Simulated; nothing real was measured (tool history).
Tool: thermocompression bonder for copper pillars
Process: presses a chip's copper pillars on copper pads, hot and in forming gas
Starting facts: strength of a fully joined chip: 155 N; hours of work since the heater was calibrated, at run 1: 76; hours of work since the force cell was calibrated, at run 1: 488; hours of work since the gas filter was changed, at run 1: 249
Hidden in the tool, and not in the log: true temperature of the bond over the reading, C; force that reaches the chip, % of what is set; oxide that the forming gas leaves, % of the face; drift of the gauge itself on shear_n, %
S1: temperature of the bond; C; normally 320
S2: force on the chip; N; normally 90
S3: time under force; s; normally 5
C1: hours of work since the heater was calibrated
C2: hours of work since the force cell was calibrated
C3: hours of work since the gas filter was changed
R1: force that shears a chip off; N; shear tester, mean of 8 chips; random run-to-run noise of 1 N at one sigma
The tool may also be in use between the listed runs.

| run | hour | S1 | S2 | S3 | C1 | C2 | C3 | R1 |
|---|---|---|---|---|---|---|---|---|
| 1 | 0.0 | 320 | 90 | 5 | 76 | 488 | 249 | 79.2 |
| 2 | 10.6 | 320 | 90 | 5 | 80 | 493 | 253 | 79.3 |
| 3 | 15.6 | 320 | 90 | 5 | 82 | 495 | 255 | 78.6 |
| 4 | 25.5 | 320 | 90 | 5 | 86 | 499 | 259 | 79.4 |
| 5 | 31.8 | 320 | 90 | 5 | 89 | 502 | 262 | 78.7 |
| 6 | 36.5 | 320 | 90 | 10 | 91 | 503 | 264 | 95.8 |
| 7 | 46.9 | 320 | 90 | 5 | 95 | 508 | 268 | 78.4 |
| 8 | 53.6 | 320 | 90 | 5 | 98 | 511 | 271 | 78.0 |
| 9 | 64.1 | 320 | 90 | 5 | 102 | 515 | 275 | 78.6 |
|  | 67.7 | forming gas filter changed |
| 10 | 69.0 | 320 | 69 | 5 | 104 | 517 | 1 | 67.0 |
| 11 | 75.8 | 320 | 76 | 5 | 107 | 520 | 3 | 72.2 |
| 12 | 81.1 | 320 | 76 | 5 | 109 | 522 | 6 | 71.1 |
| 13 | 89.6 | 320 | 76 | 5 | 113 | 525 | 9 | 71.9 |
| 14 | 95.4 | 320 | 78 | 5 | 115 | 528 | 12 | 74.5 |
| 15 | 105.3 | 320 | 78 | 5 | 119 | 532 | 16 | 74.1 |
| 16 | 114.5 | 320 | 78 | 5 | 123 | 536 | 19 | 74.4 |
| 17 | 119.9 | 320 | 78 | 3 | 125 | 538 | 22 | 61.1 |
| 18 | 129.0 | 320 | 76 | 13 | 129 | 542 | 25 | 99.3 |
| 19 | 136.5 | 294 | 100 | 5 | 132 | 545 | 29 | 70.6 |
| 20 | 142.4 | 318 | 135 | 12 | 135 | 547 | 31 | 130.9 |
| 21 | 149.8 | 330 | 135 | 6 | 138 | 550 | 34 | 121.5 |
| 22 | 158.4 | 320 | 90 | 6 | 141 | 554 | 38 | 87.9 |
| 23 | 162.8 | 320 | 90 | 10 | 143 | 556 | 40 | 104.1 |
| 24 | 173.6 | 307 | 59 | 8 | 148 | 560 | 44 | 60.2 |
| 25 | 184.0 | 307 | 59 | 8 | 152 | 565 | 48 | 59.2 |
| 26 | 190.9 | 307 | 59 | 8 | 155 | 567 | 51 | 62.1 |
| 27 | 197.2 | 331 | 59 | 3 | 157 | 570 | 54 | 51.4 |
| 28 | 204.4 | 331 | 59 | 3 | 160 | 573 | 57 | 51.4 |
| 29 | 209.8 | 348 | 59 | 5 | 163 | 575 | 59 | 72.6 |
| 30 | 218.0 | 348 | 59 | 5 | 166 | 579 | 62 | 74.1 |

Branching from run 30: 3 alternative next runs. What would each branch give?
| A | 225.0 | 333 | 59 | 5 | 169 | 582 | 65 | ? |
| B | 225.0 | 344 | 90 | 8 | 169 | 582 | 65 | ? |
| C | 225.0 | 340 | 59 | 5 | 169 | 582 | 65 | ? |

| run | R1 |
|---|---|
| A | 63.1 |
| B | 111.4 |
| C | 69.2 |
Stripped of hidden state, with their random variation kept, the same runs would have yielded:
| run | R1 |
|---|---|
| A | 67.1 |
| B | 116.4 |
| C | 73.5 |
